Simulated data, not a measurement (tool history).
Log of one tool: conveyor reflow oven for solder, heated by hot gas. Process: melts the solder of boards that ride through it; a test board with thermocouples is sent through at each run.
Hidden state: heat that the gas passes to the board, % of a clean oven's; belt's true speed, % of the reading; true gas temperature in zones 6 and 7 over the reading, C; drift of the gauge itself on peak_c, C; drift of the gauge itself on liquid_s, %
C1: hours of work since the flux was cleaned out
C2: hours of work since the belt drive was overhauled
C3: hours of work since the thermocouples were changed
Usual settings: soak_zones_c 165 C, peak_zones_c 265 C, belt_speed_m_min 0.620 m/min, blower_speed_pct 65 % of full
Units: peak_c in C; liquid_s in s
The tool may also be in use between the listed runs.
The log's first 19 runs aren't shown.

run 20 hour=242.3 | soak_zones_c=157 peak_zones_c=256 belt_speed_m_min=0.607 blower_speed_pct=67 | C1=116 C2=288 C3=140 | peak_c=245.9 liquid_s=51.3
run 21 hour=254.4 | soak_zones_c=157 peak_zones_c=256 belt_speed_m_min=0.607 blower_speed_pct=67 | C1=122 C2=294 C3=146 | peak_c=245.4 liquid_s=51.6
run 22 hour=270.5 | soak_zones_c=150 peak_zones_c=265 belt_speed_m_min=0.599 blower_speed_pct=65 | C1=129 C2=301 C3=153 | peak_c=253.3 liquid_s=56.2
run 23 hour=280.4 | soak_zones_c=155 peak_zones_c=261 belt_speed_m_min=0.599 blower_speed_pct=53 | C1=133 C2=306 C3=158 | peak_c=246.8 liquid_s=51.7
run 24 hour=300.4 | soak_zones_c=165 peak_zones_c=265 belt_speed_m_min=0.664 blower_speed_pct=77 | C1=143 C2=315 C3=167 | peak_c=255.0 liquid_s=55.2
run 25 hour=318.9 | soak_zones_c=178 peak_zones_c=265 belt_speed_m_min=0.664 blower_speed_pct=66 | C1=151 C2=324 C3=175 | peak_c=254.9 liquid_s=58.2
run 26 hour=328.8 | soak_zones_c=165 peak_zones_c=279 belt_speed_m_min=0.532 blower_speed_pct=65 | C1=156 C2=328 C3=180 | peak_c=270.9 liquid_s=78.8
run 27 hour=341.7 | soak_zones_c=152 peak_zones_c=276 belt_speed_m_min=0.666 blower_speed_pct=66 | C1=162 C2=334 C3=186 | peak_c=260.8 liquid_s=54.4
run 28 hour=352.4 | soak_zones_c=163 peak_zones_c=276 belt_speed_m_min=0.629 blower_speed_pct=66 | C1=166 C2=339 C3=191 | peak_c=263.7 liquid_s=62.5
run 29 hour=370.1 | soak_zones_c=163 peak_zones_c=276 belt_speed_m_min=0.629 blower_speed_pct=66 | C1=175 C2=347 C3=199 | peak_c=264.1 liquid_s=62.8
run 30 hour=385.2 | soak_zones_c=163 peak_zones_c=255 belt_speed_m_min=0.629 blower_speed_pct=65 | C1=181 C2=354 C3=206 | peak_c=245.0 liquid_s=50.0
run 31 hour=400.7 | soak_zones_c=176 peak_zones_c=261 belt_speed_m_min=0.620 blower_speed_pct=65 | C1=189 C2=361 C3=213 | peak_c=251.5 liquid_s=60.4

3 ways to go on from here, each from the tool as it stands after run 31. What would each give?
run A hour=412.8 | soak_zones_c=176 peak_zones_c=265 belt_speed_m_min=0.674 blower_speed_pct=67 | C1=194 C2=367 C3=218 | peak_c=? liquid_s=?
run B hour=412.8 | soak_zones_c=176 peak_zones_c=254 belt_speed_m_min=0.681 blower_speed_pct=87 | C1=194 C2=367 C3=218 | peak_c=? liquid_s=?
run C hour=412.8 | soak_zones_c=177 peak_zones_c=265 belt_speed_m_min=0.620 blower_speed_pct=65 | C1=194 C2=367 C3=218 | peak_c=? liquid_s=?

run=A peak_c=254.4 liquid_s=56.3
run=B peak_c=247.3 liquid_s=53.1
run=C peak_c=255.3 liquid_s=63.1
Without the tool's hidden state the same runs would have given:
run=A peak_c=254.5 liquid_s=56.3
run=B peak_c=247.3 liquid_s=53.2
run=C peak_c=255.4 liquid_s=63.1
